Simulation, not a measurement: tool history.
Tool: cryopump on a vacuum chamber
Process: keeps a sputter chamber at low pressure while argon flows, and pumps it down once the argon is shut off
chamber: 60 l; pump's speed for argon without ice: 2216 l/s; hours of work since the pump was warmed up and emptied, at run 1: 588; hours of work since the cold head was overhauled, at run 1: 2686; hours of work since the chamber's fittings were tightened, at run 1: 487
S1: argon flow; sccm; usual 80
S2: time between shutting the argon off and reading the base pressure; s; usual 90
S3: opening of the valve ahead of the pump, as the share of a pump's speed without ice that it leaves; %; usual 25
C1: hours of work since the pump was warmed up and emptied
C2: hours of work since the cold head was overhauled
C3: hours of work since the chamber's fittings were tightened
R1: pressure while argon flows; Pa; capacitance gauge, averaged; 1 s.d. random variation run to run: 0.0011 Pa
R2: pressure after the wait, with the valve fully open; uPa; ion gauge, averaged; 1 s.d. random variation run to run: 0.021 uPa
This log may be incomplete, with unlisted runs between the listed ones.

run,day,S1,S2,S3,C1,C2,C3,R1,R2
1,0,80,90,25,588,2686,487,0.2579,0.73
2,1.925,80,90,43,625,2724,524,0.1538,0.76
3,4.471,80,90,43,675,2774,574,0.1556,0.84
4,8.058,80,90,43,745,2844,645,0.157,0.88
5,10.804,80,90,43,799,2898,698,0.1587,0.94
6,12.983,80,90,43,842,2940,741,0.1609,1.02
7,16.204,80,140,43,905,3003,804,0.1609,1.02
8,17.679,80,25,25,934,3032,833,0.2663,1.55
# day 19.942: pump warmed up, emptied and cooled again
9,20.612,80,25,25,13,3086,886,0.2466,1.42
10,22.858,80,197,25,57,3130,930,0.2474,0.88
11,24.392,80,197,25,87,3160,960,0.2475,0.94
12,26.554,80,197,25,129,3202,1003,0.2485,1
13,30.046,80,197,25,198,3270,1071,0.2489,1.04
14,33.292,80,197,25,261,3334,1135,0.2515,1.09
15,36.721,80,90,25,329,3401,1202,0.2516,1.33
16,39.55,102,90,25,384,3456,1257,0.3221,1.33
17,41.958,80,90,25,431,3504,1304,0.2529,1.44
18,45.488,80,90,36,500,3573,1373,0.1789,1.45
19,47.962,71,59,29,549,3621,1422,0.197,1.67
20,51.254,80,90,21,613,3686,1486,0.305,1.58
21,54.267,66,208,39,672,3745,1545,0.1405,1.65
22,56.275,100,41,22,711,3784,1585,0.3647,1.98
23,59.833,100,41,22,781,3854,1654,0.366,2.13
24,61.917,100,41,22,822,3894,1695,0.3706,2.11
# day 63.258: leaking fittings of the chamber tightened, without venting
25,64.371,100,41,22,868,3941,22,0.3712,0.63
26,66.979,100,41,22,919,3992,73,0.3732,0.67
27,68.558,100,41,22,950,4023,104,0.3759,0.7
# day 69.971: pump warmed up, emptied and cooled again
28,72.121,100,36,22,42,4088,169,0.3497,0.7
29,73.879,100,36,22,77,4123,204,0.3524,0.76
30,76.283,111,142,39,124,4170,251,0.2236,0.46
31,78.175,111,45,44,161,4207,288,0.1977,0.75
32,80.95,111,90,55,215,4261,342,0.1633,0.64
33,83.825,111,90,55,271,4318,399,0.1644,0.67
34,86.838,111,90,55,330,4377,458,0.1647,0.7
35,89.046,91,114,55,373,4420,501,0.1376,0.73

What if the next run were any one of these 3? Each begins from the tool's condition after run 35:
A,91.167,153,90,22,415,4461,542,?,?
B,91.167,91,70,55,415,4461,542,?,?
C,91.167,138,114,55,415,4461,542,?,?

run,R1,R2
A,0.5519,0.8
B,0.1383,0.85
C,0.2096,0.74
With the hidden condition removed and each run's random variation left untouched, the same runs would have given:
run,R1,R2
A,0.5327,0.31
B,0.1269,0.36
C,0.1922,0.25

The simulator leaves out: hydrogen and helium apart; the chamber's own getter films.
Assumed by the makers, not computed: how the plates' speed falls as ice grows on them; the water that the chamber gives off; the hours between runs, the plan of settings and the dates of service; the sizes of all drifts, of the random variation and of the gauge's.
